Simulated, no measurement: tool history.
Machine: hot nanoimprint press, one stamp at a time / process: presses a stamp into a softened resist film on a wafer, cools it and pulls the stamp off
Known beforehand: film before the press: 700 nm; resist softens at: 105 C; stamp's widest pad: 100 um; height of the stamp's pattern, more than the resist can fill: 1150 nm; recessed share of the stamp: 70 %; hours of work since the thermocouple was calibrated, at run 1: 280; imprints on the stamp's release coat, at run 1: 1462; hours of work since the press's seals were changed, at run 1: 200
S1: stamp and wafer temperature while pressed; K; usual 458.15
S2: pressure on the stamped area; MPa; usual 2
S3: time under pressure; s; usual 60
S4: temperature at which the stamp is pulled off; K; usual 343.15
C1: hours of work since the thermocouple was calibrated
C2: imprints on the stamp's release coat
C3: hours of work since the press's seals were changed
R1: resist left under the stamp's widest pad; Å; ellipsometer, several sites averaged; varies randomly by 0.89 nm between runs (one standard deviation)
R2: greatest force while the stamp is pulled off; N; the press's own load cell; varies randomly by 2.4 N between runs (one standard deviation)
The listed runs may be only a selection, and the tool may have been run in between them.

run 1 hour=0 | S1=458.15 S2=2 S3=60 S4=343.15 | C1=280 C2=1462 C3=200 | R1=2410 R2=176
run 2 hour=13.7 | S1=458.15 S2=2 S3=60 S4=343.15 | C1=286 C2=1487 C3=206 | R1=2426 R2=184
run 3 hour=29.9 | S1=458.15 S2=2 S3=60 S4=343.15 | C1=293 C2=1516 C3=213 | R1=2423 R2=173
run 4 hour=40.1 | S1=467.15 S2=2 S3=60 S4=343.15 | C1=298 C2=1534 C3=218 | R1=1616 R2=180
run 5 hour=58.6 | S1=458.15 S2=2 S3=60 S4=343.15 | C1=306 C2=1568 C3=226 | R1=2405 R2=190
run 6 hour=66.2 | S1=458.15 S2=2 S3=60 S4=343.15 | C1=309 C2=1582 C3=230 | R1=2411 R2=184
run 7 hour=83 | S1=458.15 S2=2 S3=60 S4=343.15 | C1=317 C2=1612 C3=237 | R1=2408 R2=186
run 8 hour=92.1 | S1=458.15 S2=1.72 S3=60 S4=343.15 | C1=321 C2=1629 C3=241 | R1=2598 R2=185
run 9 hour=108.1 | S1=458.15 S2=1.72 S3=60 S4=343.15 | C1=328 C2=1658 C3=248 | R1=2583 R2=191
run 10 hour=124.8 | S1=458.15 S2=1.72 S3=60 S4=343.15 | C1=336 C2=1688 C3=256 | R1=2579 R2=190
run 11 hour=132.6 | S1=458.15 S2=1.72 S3=60 S4=343.15 | C1=339 C2=1702 C3=259 | R1=2582 R2=189
-- hour=143 stamp cleaned and given a new release coat
run 12 hour=150.7 | S1=458.15 S2=1.72 S3=60 S4=343.15 | C1=345 C2=14 C3=265 | R1=2580 R2=109
run 13 hour=167.7 | S1=458.15 S2=1.72 S3=60 S4=343.15 | C1=352 C2=45 C3=272 | R1=2572 R2=109
run 14 hour=179.2 | S1=458.15 S2=1.72 S3=60 S4=343.15 | C1=357 C2=66 C3=277 | R1=2561 R2=108
run 15 hour=196.3 | S1=458.15 S2=1.72 S3=60 S4=343.15 | C1=365 C2=97 C3=285 | R1=2566 R2=112
run 16 hour=211.8 | S1=458.15 S2=1.87 S3=60 S4=349.15 | C1=372 C2=125 C3=292 | R1=2475 R2=111
run 17 hour=220.6 | S1=458.15 S2=2.79 S3=60 S4=338.15 | C1=376 C2=141 C3=296 | R1=2011 R2=117
run 18 hour=234.1 | S1=450.15 S2=1.71 S3=60 S4=337.15 | C1=382 C2=165 C3=302 | R1=3666 R2=119
run 19 hour=245.7 | S1=458.15 S2=1.74 S3=84 S4=334.15 | C1=387 C2=186 C3=307 | R1=2214 R2=122
run 20 hour=254.8 | S1=458.15 S2=1.74 S3=84 S4=334.15 | C1=391 C2=203 C3=311 | R1=2227 R2=122
run 21 hour=265.4 | S1=458.15 S2=1.74 S3=84 S4=334.15 | C1=396 C2=222 C3=316 | R1=2213 R2=121
run 22 hour=273.9 | S1=458.15 S2=1.74 S3=84 S4=334.15 | C1=400 C2=238 C3=320 | R1=2231 R2=123
run 23 hour=283.3 | S1=459.15 S2=1.23 S3=84 S4=334.15 | C1=404 C2=255 C3=324 | R1=2523 R2=125
run 24 hour=298.7 | S1=467.15 S2=1.61 S3=35 S4=332.15 | C1=411 C2=283 C3=331 | R1=2230 R2=122
run 25 hour=309.4 | S1=467.15 S2=1.61 S3=50 S4=332.15 | C1=416 C2=302 C3=336 | R1=1915 R2=129
run 26 hour=326.2 | S1=449.15 S2=2 S3=35 S4=343.15 | C1=423 C2=332 C3=343 | R1=4264 R2=116
run 27 hour=336.7 | S1=458.15 S2=2.45 S3=60 S4=338.15 | C1=428 C2=352 C3=348 | R1=2136 R2=129
run 28 hour=351.8 | S1=448.15 S2=1.47 S3=62 S4=341.15 | C1=435 C2=379 C3=355 | R1=4183 R2=121
run 29 hour=362.1 | S1=448.15 S2=1.47 S3=62 S4=341.15 | C1=439 C2=397 C3=359 | R1=4189 R2=122
run 30 hour=374.4 | S1=455.15 S2=2.57 S3=63 S4=347.15 | C1=445 C2=420 C3=365 | R1=2342 R2=124

Below are 4 alternative next runs, each starting from the tool's condition after run 30. Predict each:
run A hour=386.8 | S1=458.15 S2=2.87 S3=66 S4=331.15 | C1=450 C2=442 C3=371 | R1=? R2=?
run B hour=386.8 | S1=458.15 S2=1.38 S3=60 S4=343.15 | C1=450 C2=442 C3=371 | R1=? R2=?
run C hour=386.8 | S1=462.15 S2=2.57 S3=63 S4=347.15 | C1=450 C2=442 C3=371 | R1=? R2=?
run D hour=386.8 | S1=449.15 S2=2.57 S3=63 S4=341.15 | C1=450 C2=442 C3=371 | R1=? R2=?

run=A R1=1876 R2=133
run=B R1=2824 R2=127
run=C R1=1696 R2=118
run=D R1=3135 R2=124
Stripped of hidden state, with their random variation kept, the same runs would have yielded:
run=A R1=2035 R2=114
run=B R1=3061 R2=109
run=C R1=1833 R2=100
run=D R1=3410 R2=106
